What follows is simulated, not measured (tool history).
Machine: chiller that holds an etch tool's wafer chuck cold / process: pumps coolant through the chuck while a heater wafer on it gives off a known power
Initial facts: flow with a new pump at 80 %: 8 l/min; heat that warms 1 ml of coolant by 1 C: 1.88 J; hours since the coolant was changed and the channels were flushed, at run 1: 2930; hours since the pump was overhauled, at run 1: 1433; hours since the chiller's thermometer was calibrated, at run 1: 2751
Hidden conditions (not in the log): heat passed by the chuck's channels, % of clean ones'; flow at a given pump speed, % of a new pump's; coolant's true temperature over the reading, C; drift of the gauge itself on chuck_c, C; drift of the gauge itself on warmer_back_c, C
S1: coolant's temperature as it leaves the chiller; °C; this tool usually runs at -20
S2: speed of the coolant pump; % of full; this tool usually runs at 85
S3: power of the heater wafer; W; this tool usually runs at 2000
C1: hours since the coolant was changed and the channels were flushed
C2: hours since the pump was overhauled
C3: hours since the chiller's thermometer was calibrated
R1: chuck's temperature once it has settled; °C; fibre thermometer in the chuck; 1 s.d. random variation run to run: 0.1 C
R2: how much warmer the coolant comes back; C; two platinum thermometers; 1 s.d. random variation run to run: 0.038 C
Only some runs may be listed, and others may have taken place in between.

run 1 hour=0.0 | S1=-20 S2=85 S3=2000 | C1=2930 C2=1433 C3=2751 | R1=-1.8 R2=8.23
run 2 hour=117.1 | S1=-20 S2=85 S3=2000 | C1=3047 C2=1551 C3=2868 | R1=-1.6 R2=8.17
run 3 hour=264.5 | S1=-20 S2=85 S3=1179 | C1=3194 C2=1698 C3=3016 | R1=-9.7 R2=4.87
run 4 hour=394.1 | S1=-20 S2=85 S3=1179 | C1=3324 C2=1828 C3=3145 | R1=-9.5 R2=4.82
run 5 hour=563.5 | S1=-20 S2=85 S3=2000 | C1=3493 C2=1997 C3=3315 | R1=-1.4 R2=8.40
-- hour=671.5 coolant changed, channels flushed
run 6 hour=748.6 | S1=-24 S2=85 S3=2000 | C1=77 C2=2176 C3=3494 | R1=-7.0 R2=8.44
run 7 hour=927.2 | S1=-20 S2=85 S3=2000 | C1=256 C2=2355 C3=3673 | R1=-2.9 R2=8.47
run 8 hour=1097.4 | S1=-20 S2=85 S3=2000 | C1=426 C2=2525 C3=3843 | R1=-2.8 R2=8.65
-- hour=1166.5 chiller's thermometer calibrated
run 9 hour=1184.2 | S1=-20 S2=85 S3=2000 | C1=512 C2=2611 C3=18 | R1=-1.4 R2=8.70
run 10 hour=1290.2 | S1=-20 S2=85 S3=2000 | C1=618 C2=2717 C3=124 | R1=-1.3 R2=8.76
run 11 hour=1459.5 | S1=-20 S2=85 S3=2000 | C1=787 C2=2886 C3=293 | R1=-1.1 R2=8.73
run 12 hour=1593.3 | S1=-20 S2=85 S3=2000 | C1=921 C2=3020 C3=427 | R1=-1.1 R2=8.93
run 13 hour=1700.3 | S1=-20 S2=85 S3=2000 | C1=1028 C2=3127 C3=534 | R1=-0.7 R2=8.94
run 14 hour=1795.0 | S1=-24 S2=85 S3=2000 | C1=1122 C2=3221 C3=628 | R1=-4.5 R2=8.87
run 15 hour=1981.8 | S1=-24 S2=85 S3=2000 | C1=1309 C2=3408 C3=815 | R1=-4.5 R2=9.02
run 16 hour=2132.8 | S1=-20 S2=85 S3=2588 | C1=1460 C2=3559 C3=966 | R1=5.5 R2=11.72
run 17 hour=2217.8 | S1=-20 S2=85 S3=2588 | C1=1545 C2=3644 C3=1051 | R1=5.7 R2=11.85
run 18 hour=2301.1 | S1=-20 S2=85 S3=2588 | C1=1629 C2=3728 C3=1135 | R1=5.6 R2=11.84
run 19 hour=2439.0 | S1=-30 S2=62 S3=2000 | C1=1767 C2=3866 C3=1273 | R1=-4.1 R2=12.54
run 20 hour=2543.5 | S1=-20 S2=86 S3=2480 | C1=1871 C2=3970 C3=1377 | R1=4.8 R2=11.37
run 21 hour=2699.8 | S1=-20 S2=83 S3=1864 | C1=2027 C2=4126 C3=1533 | R1=-0.9 R2=8.97
run 22 hour=2844.2 | S1=-20 S2=83 S3=1864 | C1=2172 C2=4271 C3=1678 | R1=-0.6 R2=9.00
run 23 hour=2953.2 | S1=-20 S2=74 S3=2000 | C1=2281 C2=4380 C3=1787 | R1=3.1 R2=10.90
run 24 hour=3129.6 | S1=-20 S2=74 S3=2000 | C1=2457 C2=4556 C3=1963 | R1=3.2 R2=10.94
run 25 hour=3224.9 | S1=-20 S2=74 S3=2000 | C1=2552 C2=4651 C3=2058 | R1=3.3 R2=11.05
run 26 hour=3329.5 | S1=-23 S2=85 S3=2000 | C1=2657 C2=4756 C3=2163 | R1=-1.9 R2=9.65
run 27 hour=3417.3 | S1=-25 S2=86 S3=1195 | C1=2745 C2=4844 C3=2251 | R1=-12.8 R2=5.77
run 28 hour=3495.5 | S1=-20 S2=88 S3=2000 | C1=2823 C2=4922 C3=2329 | R1=0.8 R2=9.40
run 29 hour=3610.2 | S1=-20 S2=85 S3=1306 | C1=2938 C2=5037 C3=2444 | R1=-6.1 R2=6.48
-- hour=3712.5 coolant pump overhauled
run 30 hour=3799.7 | S1=-20 S2=85 S3=1306 | C1=3122 C2=87 C3=2628 | R1=-9.1 R2=4.92
run 31 hour=3968.5 | S1=-20 S2=64 S3=1018 | C1=3291 C2=256 C3=2797 | R1=-9.1 R2=5.09

5 options for the next run, each taken on its own from the tool as it stands now. Forecast them:
run A hour=4095.9 | S1=-27 S2=93 S3=1018 | C1=3418 C2=383 C3=2924 | R1=? R2=?
run B hour=4095.9 | S1=-29 S2=85 S3=2000 | C1=3418 C2=383 C3=2924 | R1=? R2=?
run C hour=4095.9 | S1=-18 S2=81 S3=1018 | C1=3418 C2=383 C3=2924 | R1=? R2=?
run D hour=4095.9 | S1=-20 S2=62 S3=2472 | C1=3418 C2=383 C3=2924 | R1=? R2=?
run E hour=4095.9 | S1=-11 S2=64 S3=1662 | C1=3418 C2=383 C3=2924 | R1=? R2=?

run=A R1=-19.1 R2=3.56
run=B R1=-11.5 R2=7.70
run=C R1=-9.1 R2=4.03
run=D R1=8.1 R2=12.81
run=E R1=7.4 R2=8.42
Stripped of hidden state, with their random variation kept, the same runs would have yielded:
run=A R1=-19.3 R2=3.51
run=B R1=-12.7 R2=7.59
run=C R1=-9.4 R2=3.98
run=D R1=5.8 R2=12.64
run=E R1=6.1 R2=8.31
